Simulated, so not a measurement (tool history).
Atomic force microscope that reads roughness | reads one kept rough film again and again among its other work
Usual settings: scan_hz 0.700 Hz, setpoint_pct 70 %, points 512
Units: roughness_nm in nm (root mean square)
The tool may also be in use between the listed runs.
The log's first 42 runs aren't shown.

{"run": 43, "hour": 2258.0, "scan_hz": 1.915, "setpoint_pct": 65, "points": 1013, "roughness_nm": 0.648}
{"run": 44, "hour": 2300.6, "scan_hz": 0.967, "setpoint_pct": 63, "points": 512, "roughness_nm": 0.679}
{"run": 45, "hour": 2361.8, "scan_hz": 0.967, "setpoint_pct": 63, "points": 512, "roughness_nm": 0.675}
{"run": 46, "hour": 2402.8, "scan_hz": 0.923, "setpoint_pct": 71, "points": 512, "roughness_nm": 0.658}
{"run": 47, "hour": 2448.3, "scan_hz": 0.923, "setpoint_pct": 71, "points": 512, "roughness_nm": 0.659}
{"run": 48, "hour": 2495.3, "scan_hz": 0.543, "setpoint_pct": 70, "points": 512, "roughness_nm": 0.676}
{"run": 49, "hour": 2564.6, "scan_hz": 0.7, "setpoint_pct": 79, "points": 512, "roughness_nm": 0.648}
{"hour": 2612.5, "done": "new tip fitted"}
{"run": 50, "hour": 2632.5, "scan_hz": 1.192, "setpoint_pct": 64, "points": 555, "roughness_nm": 0.667}
{"run": 51, "hour": 2692.3, "scan_hz": 0.568, "setpoint_pct": 64, "points": 538, "roughness_nm": 0.687}
{"hour": 2728.9, "done": "height scale calibrated on a step standard"}
{"run": 52, "hour": 2752.3, "scan_hz": 0.7, "setpoint_pct": 56, "points": 512, "roughness_nm": 0.701}
{"run": 53, "hour": 2805.1, "scan_hz": 0.7, "setpoint_pct": 66, "points": 512, "roughness_nm": 0.688}

3 ways to go on from here, each from the tool as it stands after run 53. What would each give?
{"run": "A", "hour": 2863.7, "scan_hz": 2.12, "setpoint_pct": 66, "points": 512, "roughness_nm": "?"}
{"run": "B", "hour": 2863.7, "scan_hz": 2.981, "setpoint_pct": 87, "points": 884, "roughness_nm": "?"}
{"run": "C", "hour": 2863.7, "scan_hz": 0.928, "setpoint_pct": 70, "points": 512, "roughness_nm": "?"}

run=A roughness_nm=0.639
run=B roughness_nm=0.479
run=C roughness_nm=0.672
Without the tool's hidden state the same runs would have given:
run=A roughness_nm=0.646
run=B roughness_nm=0.485
run=C roughness_nm=0.679

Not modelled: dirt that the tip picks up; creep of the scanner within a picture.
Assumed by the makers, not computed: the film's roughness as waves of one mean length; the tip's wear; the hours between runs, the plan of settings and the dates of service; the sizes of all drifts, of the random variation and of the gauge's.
